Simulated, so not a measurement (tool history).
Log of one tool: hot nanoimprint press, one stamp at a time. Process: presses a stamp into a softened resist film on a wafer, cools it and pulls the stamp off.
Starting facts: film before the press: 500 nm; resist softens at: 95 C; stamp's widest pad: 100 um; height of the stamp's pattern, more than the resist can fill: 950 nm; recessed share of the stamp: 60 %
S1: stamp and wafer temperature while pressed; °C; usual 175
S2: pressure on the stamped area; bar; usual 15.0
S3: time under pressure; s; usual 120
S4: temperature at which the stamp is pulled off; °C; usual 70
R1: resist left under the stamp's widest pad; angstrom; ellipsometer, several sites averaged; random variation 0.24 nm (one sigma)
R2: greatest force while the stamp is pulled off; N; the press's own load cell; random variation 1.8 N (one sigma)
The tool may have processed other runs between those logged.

run,hour,S1,S2,S3,S4,R1,R2
1,0.0,175,15.0,120,70,2070,124
2,26.7,175,15.0,120,70,2072,122
3,40.4,175,15.0,120,70,2076,123
4,65.4,175,15.0,120,70,2070,128
5,83.6,175,15.0,125,70,2041,124
6,103.6,175,15.0,120,65,2072,142
7,132.3,175,15.0,120,65,2068,145
8,149.6,175,15.0,120,65,2073,141
9,164.5,175,9.6,120,70,2648,121
10,192.3,175,9.6,120,70,2658,126
11,207.8,175,15.0,120,56,2070,170
12,231.4,175,15.0,120,56,2074,175
13,271.3,175,15.0,120,56,2074,176
14,285.5,175,15.0,120,56,2073,171
15,301.8,175,9.2,68,56,3182,173
16,315.9,177,9.2,68,56,2998,173
17,338.1,180,10.8,166,76,1891,106
18,365.3,180,10.8,166,76,1891,105
19,401.5,180,10.8,166,76,1889,102
20,423.1,175,15.0,68,72,2491,119
21,452.8,172,13.9,111,63,2468,149
22,477.1,175,22.9,122,70,1601,122
23,506.4,175,22.9,122,70,1600,126
24,525.5,187,18.5,190,78,1024,98
25,548.3,184,18.5,153,78,1223,95
26,575.2,184,12.5,66,64,2077,144
27,605.0,180,18.3,115,70,1564,124
28,618.7,180,18.3,119,70,1547,126

Removed from this log: 4 entries logged between the listed runs. Between which two listed runs does each belong, and how does the tool's hidden state at the listed run before it compare with that at the listed run after it?
Between runs 1 and 2: stamp cleaned and given a new release coat (hour 17.1)
  pressure that arrives at the usual setting, %: 99.92 -> 99.91; grip of the stamp's worn release coat, % over a new coat's: 0.6 -> 0
Between runs 9 and 10: plate thermocouple calibrated (hour 177.6)
  true temperature over the reading, C: 0.02 -> -0.01; grip of the stamp's worn release coat, % over a new coat's: 0.2 -> 0.3
Between runs 12 and 13: press's hydraulic seals changed and the load cell set to zero (hour 250.9)
  true temperature over the reading, C: -0.01 -> 0; pressure that arrives at the usual setting, %: 99.9 -> 100; grip of the stamp's worn release coat, % over a new coat's: 0.3 -> 0.4
Between runs 18 and 19: stamp cleaned and given a new release coat (hour 387.1)
  pressure that arrives at the usual setting, %: 100 -> 99.99; grip of the stamp's worn release coat, % over a new coat's: 0.6 -> 0
